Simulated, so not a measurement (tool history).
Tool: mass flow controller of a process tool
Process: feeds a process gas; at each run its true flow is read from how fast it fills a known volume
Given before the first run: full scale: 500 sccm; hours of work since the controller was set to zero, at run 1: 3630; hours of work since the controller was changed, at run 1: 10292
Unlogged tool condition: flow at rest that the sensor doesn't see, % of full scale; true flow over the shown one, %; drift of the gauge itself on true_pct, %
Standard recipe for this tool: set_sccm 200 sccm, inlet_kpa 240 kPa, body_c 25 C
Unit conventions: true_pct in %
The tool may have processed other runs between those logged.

run,day,set_sccm,inlet_kpa,body_c,hours of work since the controller was set to zero,hours of work since the controller was changed,true_pct
1,0.000,200,240,25,3630,10292,97.84
2,22.604,200,240,25,3970,10632,97.83
3,39.433,200,240,25,4223,10885,97.63
4,57.150,200,240,25,4490,11151,97.67
5,68.329,200,240,25,4658,11319,97.51
6,80.962,200,259,25,4848,11509,97.44
# day 94.146: controller exchanged for a calibrated one
7,102.188,200,159,25,121,121,97.73
8,119.300,200,159,24,378,378,97.83
9,133.608,200,240,25,593,593,97.78
10,144.567,200,145,25,758,758,97.59
11,164.733,200,242,25,1061,1061,97.66
12,184.896,200,242,25,1365,1365,97.60
# day 186.246: controller's zero set anew
13,197.783,200,242,25,174,1558,97.14
14,214.417,200,241,25,424,1808,96.96
15,225.796,200,251,25,595,1979,97.02
16,248.621,200,240,20,938,2323,97.26
17,261.308,200,240,20,1129,2513,97.08
18,271.454,66,240,20,1281,2666,92.71
# day 288.338: controller's zero set anew, once more
19,292.538,66,240,20,63,2983,97.76
20,303.708,409,240,20,231,3151,100.25
21,318.708,75,220,28,457,3376,96.78
22,341.933,375,220,29,806,3725,99.30
23,353.454,90,172,40,979,3899,95.41
24,366.954,79,172,25,1182,4102,96.02
25,381.608,439,224,39,1403,4322,99.03
26,402.192,217,242,39,1712,4632,96.97

What if the next run were any one of these 5? Each begins from the tool's condition after run 26:
A,413.950,150,176,25,1889,4808,?
B,413.950,104,184,22,1889,4808,?
C,413.950,75,184,26,1889,4808,?
D,413.950,200,186,25,1889,4808,?
E,413.950,200,258,37,1889,4808,?

run,true_pct
A,97.06
B,96.31
C,94.71
D,97.59
E,97.02
Take away the tool's hidden state, keep each run's random variation, and the runs would have read:
run,true_pct
A,97.85
B,97.81
C,97.08
D,97.98
E,97.41
